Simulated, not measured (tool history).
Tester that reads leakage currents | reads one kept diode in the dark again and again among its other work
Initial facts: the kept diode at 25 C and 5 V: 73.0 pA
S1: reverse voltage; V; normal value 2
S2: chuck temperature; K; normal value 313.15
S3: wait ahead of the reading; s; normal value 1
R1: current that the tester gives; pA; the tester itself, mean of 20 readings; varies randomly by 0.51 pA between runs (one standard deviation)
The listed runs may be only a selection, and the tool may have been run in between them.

run 1 hour=0 | S1=2 S2=313.15 S3=1 | R1=173.71
run 2 hour=93.1 | S1=2 S2=313.15 S3=1 | R1=173.5
-- hour=117.2 tester calibrated
run 3 hour=170.9 | S1=2 S2=313.15 S3=1 | R1=167.81
run 4 hour=268.4 | S1=2 S2=313.15 S3=1 | R1=166.91
run 5 hour=376.3 | S1=2 S2=313.15 S3=1 | R1=167.98
run 6 hour=470.5 | S1=2.59 S2=304.15 S3=1.03 | R1=88.82
-- hour=478 chuck's temperature calibrated
run 7 hour=550.1 | S1=2.59 S2=304.15 S3=1.03 | R1=87.7
run 8 hour=661.4 | S1=2.59 S2=332.15 S3=1.03 | R1=909.28
run 9 hour=743.6 | S1=17.18 S2=322.15 S3=1 | R1=1258.42
run 10 hour=793.9 | S1=2.45 S2=323.15 S3=6.47 | R1=427.97

Below are 4 alternative next runs, each starting from the tool's condition after run 10. Predict each:
run A hour=840.8 | S1=2.45 S2=323.15 S3=0.75 | R1=?
run B hour=840.8 | S1=1 S2=294.15 S3=6.47 | R1=?
run C hour=840.8 | S1=1.23 S2=306.15 S3=1.08 | R1=?
run D hour=840.8 | S1=2.45 S2=308.15 S3=7.15 | R1=?

run=A R1=431.36
run=B R1=19.84
run=C R1=66.51
run=D R1=119.96
What these runs would have given with no unlogged condition in the tool:
run=A R1=447.24
run=B R1=19.33
run=C R1=67.97
run=D R1=122.14
